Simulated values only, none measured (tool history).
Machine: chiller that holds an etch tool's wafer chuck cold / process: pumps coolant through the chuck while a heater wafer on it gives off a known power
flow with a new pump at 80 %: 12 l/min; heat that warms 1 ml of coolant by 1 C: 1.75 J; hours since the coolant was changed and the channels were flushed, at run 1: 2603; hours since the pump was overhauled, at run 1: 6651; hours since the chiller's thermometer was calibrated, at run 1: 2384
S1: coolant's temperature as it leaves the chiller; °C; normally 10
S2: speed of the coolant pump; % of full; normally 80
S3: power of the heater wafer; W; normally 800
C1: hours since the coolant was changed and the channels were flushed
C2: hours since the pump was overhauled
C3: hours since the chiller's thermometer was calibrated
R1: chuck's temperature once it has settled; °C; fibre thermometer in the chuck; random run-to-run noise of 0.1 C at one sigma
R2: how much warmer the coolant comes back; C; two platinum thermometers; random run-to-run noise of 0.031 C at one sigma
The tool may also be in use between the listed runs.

| run | hour | S1 | S2 | S3 | C1 | C2 | C3 | R1 | R2 |
|---|---|---|---|---|---|---|---|---|---|
| 1 | 0 | 10 | 80 | 800 | 2603 | 6651 | 2384 | 17.3 | 2.8 |
| 2 | 155.2 | 10 | 80 | 800 | 2759 | 6806 | 2539 | 17.5 | 2.81 |
| 3 | 279.2 | 7 | 80 | 800 | 2883 | 6930 | 2663 | 14.5 | 2.81 |
| 4 | 399.1 | 17 | 80 | 800 | 3003 | 7050 | 2783 | 24.5 | 2.78 |
| 5 | 486.2 | 17 | 80 | 800 | 3090 | 7137 | 2870 | 24.7 | 2.83 |
|  | 551 | coolant pump overhauled |
| 6 | 621.7 | 1 | 80 | 800 | 3220 | 71 | 3001 | 7.9 | 2.33 |
| 7 | 781.9 | 18 | 80 | 800 | 3380 | 231 | 3161 | 25 | 2.34 |
| 8 | 907.4 | 10 | 80 | 800 | 3506 | 356 | 3287 | 17 | 2.33 |
| 9 | 1050.4 | 20 | 80 | 800 | 3649 | 499 | 3430 | 27 | 2.29 |
| 10 | 1178.1 | 5 | 86 | 563 | 3777 | 627 | 3557 | 10 | 1.46 |
| 11 | 1327.9 | 10 | 71 | 530 | 3926 | 777 | 3707 | 15.4 | 1.76 |
| 12 | 1434.7 | 10 | 71 | 530 | 4033 | 884 | 3814 | 15.1 | 1.78 |
| 13 | 1598.6 | 14 | 91 | 530 | 4197 | 1048 | 3978 | 18.7 | 1.3 |
| 14 | 1732.3 | 16 | 97 | 549 | 4331 | 1181 | 4111 | 20.7 | 1.32 |
| 15 | 1839.7 | 16 | 71 | 549 | 4438 | 1289 | 4219 | 21.6 | 1.85 |
| 16 | 1963.7 | 16 | 71 | 549 | 4562 | 1413 | 4343 | 21.6 | 1.89 |

What if the next run were any one of these 4? Each begins from the tool's condition after run 16:
| A | 2155.7 | 15 | 71 | 549 | 4754 | 1605 | 4535 | ? | ? |
| B | 2155.7 | 7 | 93 | 468 | 4754 | 1605 | 4535 | ? | ? |
| C | 2155.7 | 10 | 78 | 800 | 4754 | 1605 | 4535 | ? | ? |
| D | 2155.7 | 18 | 71 | 759 | 4754 | 1605 | 4535 | ? | ? |

| run | R1 | R2 |
|---|---|---|
| A | 20.7 | 1.88 |
| B | 11.2 | 1.15 |
| C | 17.6 | 2.47 |
| D | 25.8 | 2.58 |
Without the tool's unlogged condition, the same runs would have read:
| run | R1 | R2 |
|---|---|---|
| A | 19.2 | 1.79 |
| B | 10 | 1.1 |
| C | 15.8 | 2.34 |
| D | 24.1 | 2.45 |

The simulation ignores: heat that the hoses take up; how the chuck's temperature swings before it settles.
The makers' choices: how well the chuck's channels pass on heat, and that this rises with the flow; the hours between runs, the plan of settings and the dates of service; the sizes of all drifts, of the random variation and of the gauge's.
